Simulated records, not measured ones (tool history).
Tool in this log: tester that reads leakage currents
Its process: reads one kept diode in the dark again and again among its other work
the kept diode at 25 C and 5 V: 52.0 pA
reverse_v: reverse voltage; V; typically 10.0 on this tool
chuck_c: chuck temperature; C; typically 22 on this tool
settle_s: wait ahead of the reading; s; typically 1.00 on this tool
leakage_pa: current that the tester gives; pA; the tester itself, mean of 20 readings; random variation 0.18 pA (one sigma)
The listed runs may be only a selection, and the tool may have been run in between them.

run,day,reverse_v,chuck_c,settle_s,leakage_pa
1,0.000,10.0,22,1.00,59.08
2,4.904,1.8,22,1.00,24.57
3,11.233,2.7,22,1.00,30.08
4,14.671,2.7,22,1.00,30.13
5,18.871,2.7,22,1.00,30.40
6,22.454,10.0,38,1.00,217.18
7,25.979,10.0,38,1.00,217.57
8,32.675,10.0,58,1.00,964.67
9,35.954,10.0,58,1.00,963.04
10,39.942,4.0,36,1.84,117.23
11,44.262,3.1,46,1.00,224.94
12,49.604,18.3,22,0.36,88.44
13,56.346,18.3,22,0.36,88.76
14,62.896,7.0,22,8.14,47.50
15,67.867,3.0,22,8.14,31.33
16,71.400,3.0,22,8.14,31.09

Below are 5 alternative next runs, each starting from the tool's condition after run 16. Predict each:
A,75.175,6.1,22,8.14,?
B,75.175,5.4,52,0.84,?
C,75.175,7.2,22,7.81,?
D,75.175,3.0,32,8.14,?
E,75.175,10.0,27,0.63,?

run,leakage_pa
A,44.54
B,463.91
C,48.37
D,73.08
E,91.32
The same runs, with their run-to-run variation unchanged, on a tool lacking any hidden condition would have given:
run,leakage_pa
A,44.49
B,463.84
C,48.31
D,73.05
E,91.24
